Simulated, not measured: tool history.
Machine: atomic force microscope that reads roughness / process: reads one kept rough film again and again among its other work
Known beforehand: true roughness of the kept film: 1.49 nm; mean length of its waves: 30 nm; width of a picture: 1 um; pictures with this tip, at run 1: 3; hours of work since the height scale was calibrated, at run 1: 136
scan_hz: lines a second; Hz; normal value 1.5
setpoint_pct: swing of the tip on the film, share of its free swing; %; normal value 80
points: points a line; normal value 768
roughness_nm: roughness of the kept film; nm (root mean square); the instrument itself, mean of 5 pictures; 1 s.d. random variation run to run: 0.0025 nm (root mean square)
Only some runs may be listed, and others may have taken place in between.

run	hour	scan_hz	setpoint_pct	points	pictures with this tip	hours of work since the height scale was calibrated	roughness_nm
1	0	1.5	80	768	3	136	1.374
2	7.8	1.5	80	768	17	142	1.372
3	14.3	1.5	80	768	28	147	1.363
4	18.8	1.5	80	768	36	150	1.366
5	26.6	1.5	68	768	50	155	1.39
6	33.7	1.5	80	768	63	160	1.359
7	37.8	1.5	80	768	70	163	1.352
8	46.1	1.5	80	768	85	169	1.347
9	53.1	1.5	80	768	97	174	1.346
10	57.1	1.5	80	768	104	177	1.339
11	61.9	1.5	80	768	112	180	1.34
12	68	1.5	73	768	123	185	1.353
13	74.9	1.5	80	936	136	189	1.328
# hour 81.3: new tip fitted
14	83.9	1.5	80	936	5	195	1.378
15	90.1	1.5	80	936	16	200	1.371
16	95.5	1.5	90	768	25	204	1.333
17	101.7	1.5	80	768	36	208	1.365
18	108.7	1.5	80	768	48	213	1.363
19	114.5	1.5	80	768	59	217	1.356
20	123	1.5	80	768	74	223	1.352
21	131.8	1.5	80	768	89	229	1.348
22	137.4	1.5	75	768	99	233	1.359
23	143.5	1.5	80	768	110	238	1.337
24	151.8	1.5	80	768	125	243	1.331
25	159.8	1.5	80	607	139	249	1.326
# hour 164.5: new tip fitted
26	169.3	1.5	80	607	9	256	1.374
27	173.1	1.5	80	401	16	258	1.367
28	182.4	0.61	90	456	32	265	1.386
29	186.7	0.61	78	1018	40	268	1.412
30	193.2	1.5	72	564	51	272	1.379
31	199.9	1.5	72	564	63	277	1.377
32	205.5	2.17	80	594	73	281	1.327
33	210.1	2.17	80	594	81	284	1.317
34	217.3	2.17	80	594	94	289	1.315
35	224.6	2.17	80	594	107	295	1.313
36	232.1	0.95	83	554	120	300	1.353
37	236.2	1.05	80	819	127	303	1.354
38	242.6	1.62	80	261	139	307	1.305
# hour 247.4: new tip fitted
39	250.7	0.6	74	472	6	313	1.422
40	259.9	0.6	74	472	22	319	1.415
41	265	0.67	79	768	31	323	1.41
42	270.3	1.45	60	441	41	327	1.409
43	275.8	1.45	60	441	51	331	1.402
44	282.9	1.45	60	441	63	336	1.401
45	289.3	1.45	60	441	74	340	1.397
46	295.1	1.5	83	768	85	344	1.341
47	300.9	0.77	82	721	95	348	1.374
48	306.4	0.77	82	721	105	352	1.371
49	313.7	1.26	60	768	118	357	1.394
50	317.7	1.26	60	326	125	360	1.374
51	326.1	3.44	60	989	140	366	1.351
# hour 330.5: new tip fitted
52	332.2	1.5	80	739	3	370	1.376
53	338.7	1.5	80	739	14	375	1.376

The logged runs with the hidden state left out (each run's random variation unchanged):
The tool's hidden condition here consists of: radius of the tip, nm; height scale over the true one, %; drift of the gauge itself on roughness_nm, %.
run	roughness_nm
1	1.37
2	1.372
3	1.368
4	1.374
5	1.402
6	1.376
7	1.371
8	1.371
9	1.375
10	1.37
11	1.373
12	1.39
13	1.368
14	1.375
15	1.371
16	1.337
17	1.372
18	1.374
19	1.371
20	1.372
21	1.373
22	1.388
23	1.369
24	1.369
25	1.369
26	1.37
27	1.366
28	1.391
29	1.42
30	1.39
31	1.393
32	1.346
33	1.339
34	1.341
35	1.344
36	1.388
37	1.393
38	1.346
39	1.414
40	1.414
41	1.412
42	1.414
43	1.411
44	1.413
45	1.414
46	1.361
47	1.398
48	1.398
49	1.426
50	1.408
51	1.39
52	1.37
53	1.373

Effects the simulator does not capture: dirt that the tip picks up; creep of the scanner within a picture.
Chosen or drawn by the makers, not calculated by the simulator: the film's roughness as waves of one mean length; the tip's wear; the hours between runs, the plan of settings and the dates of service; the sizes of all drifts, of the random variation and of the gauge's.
